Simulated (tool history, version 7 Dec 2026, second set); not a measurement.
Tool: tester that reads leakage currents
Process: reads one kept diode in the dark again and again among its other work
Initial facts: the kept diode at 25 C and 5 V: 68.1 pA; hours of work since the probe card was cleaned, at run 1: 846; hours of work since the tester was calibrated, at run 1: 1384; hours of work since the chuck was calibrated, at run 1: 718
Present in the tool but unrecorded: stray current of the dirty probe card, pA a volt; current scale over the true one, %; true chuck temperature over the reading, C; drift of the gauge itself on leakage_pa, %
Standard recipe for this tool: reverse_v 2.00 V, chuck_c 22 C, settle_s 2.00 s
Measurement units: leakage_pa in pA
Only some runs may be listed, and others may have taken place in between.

| run | day | reverse_v | chuck_c | settle_s | hours of work since the probe card was cleaned | hours of work since the tester was calibrated | hours of work since the chuck was calibrated | leakage_pa |
|---|---|---|---|---|---|---|---|---|
| 1 | 0.000 | 2.00 | 22 | 2.00 | 846 | 1384 | 718 | 43.26 |
| 2 | 0.875 | 7.19 | 22 | 2.00 | 857 | 1394 | 728 | 65.59 |
| 3 | 2.633 | 14.68 | 22 | 2.00 | 878 | 1415 | 749 | 84.09 |
| 4 | 4.171 | 14.68 | 22 | 2.00 | 896 | 1434 | 768 | 84.29 |
| 5 | 6.017 | 14.68 | 22 | 2.00 | 918 | 1456 | 790 | 84.18 |
| 6 | 7.442 | 2.00 | 22 | 1.15 | 935 | 1473 | 807 | 43.61 |
| 7 | 8.425 | 6.77 | 22 | 0.71 | 947 | 1484 | 818 | 65.06 |
| 8 | 10.158 | 5.43 | 42 | 1.15 | 967 | 1505 | 839 | 265.11 |
| 9 | 11.004 | 2.00 | 21 | 2.00 | 977 | 1515 | 849 | 40.29 |
| 10 | 11.779 | 1.32 | 58 | 2.00 | 987 | 1524 | 858 | 503.85 |
| 11 | 12.858 | 6.32 | 58 | 7.00 | 999 | 1537 | 871 | 810.73 |
| 12 | 14.675 | 6.32 | 58 | 7.00 | 1021 | 1559 | 893 | 814.43 |

Each row is a separate what-if for the run after 12, all from the same tool condition, not one after another. Results?
| A | 16.529 | 2.57 | 41 | 3.59 | 1043 | 1581 | 915 | ? |
| B | 16.529 | 18.52 | 58 | 1.19 | 1043 | 1581 | 915 | ? |
| C | 16.529 | 16.40 | 29 | 6.59 | 1043 | 1581 | 915 | ? |

| run | leakage_pa |
|---|---|
| A | 197.34 |
| B | 1134.26 |
| C | 147.75 |
Had the tool no hidden state, the same runs would have come out as:
| run | leakage_pa |
|---|---|
| A | 185.99 |
| B | 1072.42 |
| C | 133.49 |
